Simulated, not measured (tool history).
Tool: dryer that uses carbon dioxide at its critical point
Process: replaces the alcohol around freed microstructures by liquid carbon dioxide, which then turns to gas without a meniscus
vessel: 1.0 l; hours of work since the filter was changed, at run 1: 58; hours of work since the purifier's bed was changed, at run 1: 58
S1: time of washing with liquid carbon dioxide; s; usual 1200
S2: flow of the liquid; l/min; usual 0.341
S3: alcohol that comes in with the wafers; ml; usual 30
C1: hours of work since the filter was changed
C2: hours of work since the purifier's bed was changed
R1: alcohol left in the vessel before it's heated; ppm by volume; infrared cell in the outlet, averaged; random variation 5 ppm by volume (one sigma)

Run 1, day 0: usual settings; C1 58; C2 58. Result: R1 84 ppm by volume.
Run 2, day 1.296: usual settings; C1 73; C2 73. Result: R1 104 ppm by volume.
Run 3, day 2.496: usual settings; C1 87; C2 87. Result: R1 97 ppm by volume.
Run 4, day 4.05: usual settings; C1 104; C2 104. Result: R1 123 ppm by volume.
Run 5, day 5.658: usual settings; C1 122; C2 122. Result: R1 119 ppm by volume.
Run 6, day 7.138: usual settings; C1 139; C2 139. Result: R1 133 ppm by volume.
Run 7, day 7.875: usual settings; C1 147; C2 147. Result: R1 146 ppm by volume.
Run 8, day 8.821: usual settings; C1 158; C2 158. Result: R1 146 ppm by volume.
Run 9, day 9.808: usual settings but S1 840 s, S2 0.443 l/min, S3 23 ml; C1 169; C2 169. Result: R1 197 ppm by volume.
At day 10.554: inlet filter changed.
Run 10, day 11.142: usual settings but S1 1740 s, S2 0.374 l/min, S3 55 ml; C1 7; C2 184. Result: R1 54 ppm by volume.
Run 11, day 12.371: usual settings but S1 1740 s, S2 0.374 l/min, S3 55 ml; C1 21; C2 198. Result: R1 60 ppm by volume.
Run 12, day 13.421: usual settings but S1 1740 s, S2 0.219 l/min, S3 55 ml; C1 32; C2 210. Result: R1 228 ppm by volume.

3 ways to go on from here, each from the tool as it stands after run 12. What would each give?
Run A, day 14.946: usual settings but S1 1140 s, S2 0.219 l/min, S3 55 ml; C1 50; C2 227. Result: R1 ?.
Run B, day 14.946: usual settings but S2 0.223 l/min, S3 22 ml; C1 50; C2 227. Result: R1 ?.
Run C, day 14.946: usual settings but S1 1380 s, S2 0.219 l/min, S3 55 ml; C1 50; C2 227. Result: R1 ?.

run    R1
  A  1361
  B   461
  C   643
Without the tool's hidden state the same runs would have given:
run    R1
  A  1082
  B   329
  C   467

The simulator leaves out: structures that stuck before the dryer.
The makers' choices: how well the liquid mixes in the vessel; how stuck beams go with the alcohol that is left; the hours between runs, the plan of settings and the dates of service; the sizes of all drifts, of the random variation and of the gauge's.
